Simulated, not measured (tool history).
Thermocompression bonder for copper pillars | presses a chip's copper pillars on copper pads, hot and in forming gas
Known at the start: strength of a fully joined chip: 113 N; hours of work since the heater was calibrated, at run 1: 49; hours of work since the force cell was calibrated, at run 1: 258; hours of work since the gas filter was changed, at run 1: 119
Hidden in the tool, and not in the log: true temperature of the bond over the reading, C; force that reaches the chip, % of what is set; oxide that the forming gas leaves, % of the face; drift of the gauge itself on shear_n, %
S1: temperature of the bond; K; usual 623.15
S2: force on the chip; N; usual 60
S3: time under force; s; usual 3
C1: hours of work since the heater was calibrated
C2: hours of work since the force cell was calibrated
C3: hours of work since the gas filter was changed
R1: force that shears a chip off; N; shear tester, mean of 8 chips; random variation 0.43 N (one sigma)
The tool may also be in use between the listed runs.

run	hour	S1	S2	S3	C1	C2	C3	R1
1	0.0	623.15	60	3	49	258	119	52.5
2	13.6	623.15	60	3	57	266	127	53.0
3	33.4	623.15	60	3	69	278	139	52.5
4	59.7	623.15	60	3	85	294	155	51.8
5	76.3	603.15	60	3	95	304	165	41.2
6	101.2	623.15	68	3	110	319	180	55.0
7	113.7	623.15	68	3	118	327	188	55.1
8	134.5	623.15	68	3	130	340	200	53.5
9	146.1	607.15	60	3	137	347	208	43.2
10	157.4	623.15	60	3	144	354	214	50.8
11	169.0	623.15	60	3	151	361	221	51.5
12	181.8	623.15	60	4	159	368	229	56.3
13	204.3	623.15	60	4	173	382	243	56.0
14	220.5	623.15	60	3	183	392	253	49.9
15	235.9	623.15	60	3	192	401	262	49.2
16	256.4	623.15	60	3	204	414	275	50.1
17	275.7	623.15	60	3	216	426	286	49.7
18	299.0	605.15	60	3	230	440	300	41.4
19	324.6	605.15	60	3	246	455	316	40.6
20	343.8	623.15	60	3	258	467	328	48.3
21	367.3	623.15	60	3	272	481	342	48.6
22	393.8	645.15	64	2	288	497	358	52.5
23	420.9	645.15	64	2	304	514	375	53.1
24	435.6	645.15	64	2	313	523	384	52.9
# hour 439.8: forming gas filter changed
25	462.1	623.15	60	2	329	539	14	44.7
26	485.6	623.15	39	2	344	553	28	33.2
27	510.2	623.15	39	2	359	568	43	33.0
28	525.2	623.15	39	2	368	577	52	32.8
29	538.6	623.15	39	2	376	585	60	33.1
30	553.1	629.15	77	6	385	594	69	75.3
31	569.5	629.15	77	2	395	604	79	53.9
32	583.6	619.15	81	2	403	612	87	49.3
33	610.5	619.15	81	2	419	629	104	49.7
34	622.7	642.15	50	8	427	636	111	74.4
35	637.6	642.15	50	8	436	645	120	73.1
36	654.1	643.15	60	2	446	655	130	51.9
37	680.1	593.15	45	3	462	671	146	29.2
38	705.4	593.15	45	3	477	687	162	28.8
39	722.3	623.15	63	2	488	697	172	42.9

The same runs without the tool's hidden state, with the same run-to-run variation:
run	R1
1	53.8
2	54.3
3	54.1
4	53.8
5	42.9
6	57.5
7	57.9
8	56.5
9	45.8
10	53.9
11	54.8
12	60.1
13	60.0
14	53.8
15	53.2
16	54.4
17	54.2
18	45.6
19	45.0
20	53.6
21	54.2
22	58.8
23	59.7
24	59.8
25	46.8
26	35.1
27	35.1
28	35.1
29	35.5
30	79.2
31	57.6
32	52.9
33	53.8
34	79.3
35	78.1
36	56.4
37	32.6
38	32.3
39	47.7
